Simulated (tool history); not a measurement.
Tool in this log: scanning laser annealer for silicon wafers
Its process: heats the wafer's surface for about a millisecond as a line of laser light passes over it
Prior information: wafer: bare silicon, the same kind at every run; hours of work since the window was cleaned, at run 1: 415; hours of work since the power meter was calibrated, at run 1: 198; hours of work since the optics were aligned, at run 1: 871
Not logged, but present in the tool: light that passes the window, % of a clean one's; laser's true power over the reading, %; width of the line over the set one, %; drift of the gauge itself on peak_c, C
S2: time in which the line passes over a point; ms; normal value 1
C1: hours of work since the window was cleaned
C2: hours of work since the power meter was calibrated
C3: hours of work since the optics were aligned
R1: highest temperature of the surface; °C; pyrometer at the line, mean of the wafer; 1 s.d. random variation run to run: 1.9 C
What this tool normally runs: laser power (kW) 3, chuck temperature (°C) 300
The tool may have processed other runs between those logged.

Run 1, day 0: usual settings; C1 415; C2 198; C3 871. Result: R1 1099 °C.
Run 2, day 0.646: usual settings but chuck temperature (°C) 299; C1 425; C2 207; C3 880. Result: R1 1096 °C.
At day 0.829: window over the wafer cleaned.
Run 3, day 1.333: usual settings but chuck temperature (°C) 301; C1 7; C2 216; C3 889. Result: R1 1131 °C.
Run 4, day 2.2: usual settings but chuck temperature (°C) 330; C1 20; C2 228; C3 902. Result: R1 1156 °C.
Run 5, day 2.942: usual settings but chuck temperature (°C) 330; C1 31; C2 239; C3 913. Result: R1 1156 °C.
Run 6, day 3.629: usual settings but chuck temperature (°C) 318; C1 41; C2 249; C3 923. Result: R1 1141 °C.
Run 7, day 4.508: usual settings but chuck temperature (°C) 318; C1 53; C2 262; C3 935. Result: R1 1143 °C.
Run 8, day 5.308: usual settings but chuck temperature (°C) 318; C1 65; C2 274; C3 947. Result: R1 1139 °C.
Run 9, day 5.829: usual settings but chuck temperature (°C) 318; C1 73; C2 281; C3 955. Result: R1 1142 °C.
Run 10, day 6.275: usual settings but S2 0.88 ms; C1 79; C2 288; C3 961. Result: R1 1067 °C.
Run 11, day 6.796: usual settings but S2 1.19 ms; C1 87; C2 295; C3 969. Result: R1 1197 °C.
Run 12, day 7.475: usual settings; C1 96; C2 305; C3 978. Result: R1 1121 °C.
Run 13, day 8.146: usual settings; C1 106; C2 315; C3 988. Result: R1 1121 °C.
Run 14, day 9.004: usual settings but laser power (kW) 2.833; C1 119; C2 327; C3 1001. Result: R1 1069 °C.
At day 9.621: optics aligned, line set to its width.
Run 15, day 9.688: usual settings but S2 1.2 ms; C1 125; C2 334; C3 1. Result: R1 1217 °C.
Run 16, day 10.554: usual settings but chuck temperature (°C) 331; C1 138; C2 347; C3 14. Result: R1 1167 °C.
Run 17, day 11.192: usual settings but chuck temperature (°C) 331; C1 147; C2 356; C3 23. Result: R1 1160 °C.
Run 18, day 11.846: usual settings; C1 157; C2 365; C3 32. Result: R1 1133 °C.
Run 19, day 12.442: usual settings but chuck temperature (°C) 283; C1 165; C2 374; C3 41. Result: R1 1115 °C.
Run 20, day 13.017: usual settings; C1 174; C2 382; C3 49. Result: R1 1133 °C.
Run 21, day 13.812: usual settings; C1 185; C2 394; C3 61. Result: R1 1132 °C.
Run 22, day 14.304: usual settings but laser power (kW) 3.016, S2 1.09 ms; C1 193; C2 401; C3 68. Result: R1 1173 °C.
Run 23, day 14.746: usual settings but laser power (kW) 2.671, S2 1.1 ms, chuck temperature (°C) 326; C1 199; C2 407; C3 74. Result: R1 1098 °C.
Run 24, day 15.175: usual settings but laser power (kW) 3.281, S2 0.75 ms, chuck temperature (°C) 282; C1 205; C2 414; C3 81. Result: R1 1068 °C.
Run 25, day 15.671: usual settings but laser power (kW) 3.281, S2 0.75 ms, chuck temperature (°C) 282; C1 212; C2 421; C3 88. Result: R1 1069 °C.
Run 26, day 16.142: usual settings but laser power (kW) 3.281, S2 0.75 ms, chuck temperature (°C) 282; C1 219; C2 428; C3 95. Result: R1 1067 °C.
Run 27, day 16.833: usual settings but laser power (kW) 2.729, S2 1.1 ms, chuck temperature (°C) 303; C1 229; C2 438; C3 105. Result: R1 1090 °C.
Run 28, day 17.538: usual settings but laser power (kW) 2.729, S2 1.1 ms, chuck temperature (°C) 303; C1 239; C2 448; C3 115. Result: R1 1086 °C.
Run 29, day 18.288: usual settings but laser power (kW) 2.627, S2 0.7 ms, chuck temperature (°C) 298; C1 250; C2 459; C3 126. Result: R1 892 °C.
Run 30, day 19.262: usual settings but laser power (kW) 2.627, S2 0.7 ms, chuck temperature (°C) 298; C1 264; C2 473; C3 140. Result: R1 891 °C.
Run 31, day 20.162: usual settings but laser power (kW) 2.852, S2 0.93 ms, chuck temperature (°C) 271; C1 277; C2 486; C3 153. Result: R1 1024 °C.
Run 32, day 20.879: usual settings but laser power (kW) 2.852, S2 0.93 ms, chuck temperature (°C) 271; C1 288; C2 496; C3 163. Result: R1 1022 °C.
Run 33, day 21.704: usual settings but S2 0.93 ms, chuck temperature (°C) 337; C1 300; C2 508; C3 175. Result: R1 1126 °C.
Run 34, day 22.612: usual settings but S2 1.01 ms, chuck temperature (°C) 337; C1 313; C2 522; C3 188. Result: R1 1160 °C.
Run 35, day 23.392: usual settings but S2 1.01 ms, chuck temperature (°C) 337; C1 324; C2 533; C3 200. Result: R1 1158 °C.
Run 36, day 24.288: usual settings but laser power (kW) 3.109, S2 1.2 ms, chuck temperature (°C) 337; C1 337; C2 546; C3 213. Result: R1 1271 °C.
Run 37, day 24.988: usual settings but laser power (kW) 2.796, S2 0.95 ms, chuck temperature (°C) 274; C1 347; C2 556; C3 223. Result: R1 1008 °C.
Run 38, day 25.683: usual settings but laser power (kW) 2.61, S2 1.04 ms; C1 358; C2 566; C3 233. Result: R1 1014 °C.
Run 39, day 26.129: usual settings but laser power (kW) 2.61, S2 1.04 ms; C1 364; C2 573; C3 239. Result: R1 1015 °C.
Run 40, day 26.817: usual settings but laser power (kW) 2.61, S2 1.04 ms; C1 374; C2 583; C3 249. Result: R1 1012 °C.
Run 41, day 27.329: usual settings but laser power (kW) 2.617, S2 0.7 ms, chuck temperature (°C) 310; C1 381; C2 590; C3 257. Result: R1 892 °C.
Run 42, day 28.196: usual settings but laser power (kW) 2.557, S2 0.7 ms, chuck temperature (°C) 297; C1 394; C2 603; C3 269. Result: R1 866 °C.

3 ways to go on from here, each from the tool as it stands after run 42. What would each give?
Run A, day 28.975: usual settings but laser power (kW) 2.937, S2 0.7 ms, chuck temperature (°C) 297; C1 405; C2 614; C3 281. Result: R1 ?.
Run B, day 28.975: usual settings but laser power (kW) 2.919, S2 0.87 ms, chuck temperature (°C) 333; C1 405; C2 614; C3 281. Result: R1 ?.
Run C, day 28.975: usual settings but laser power (kW) 2.557, S2 0.7 ms, chuck temperature (°C) 319; C1 405; C2 614; C3 281. Result: R1 ?.

run    R1
  A   955
  B  1068
  C   881
Stripped of hidden state, with their random variation kept, the same runs would have yielded:
run    R1
  A   987
  B  1104
  C   909

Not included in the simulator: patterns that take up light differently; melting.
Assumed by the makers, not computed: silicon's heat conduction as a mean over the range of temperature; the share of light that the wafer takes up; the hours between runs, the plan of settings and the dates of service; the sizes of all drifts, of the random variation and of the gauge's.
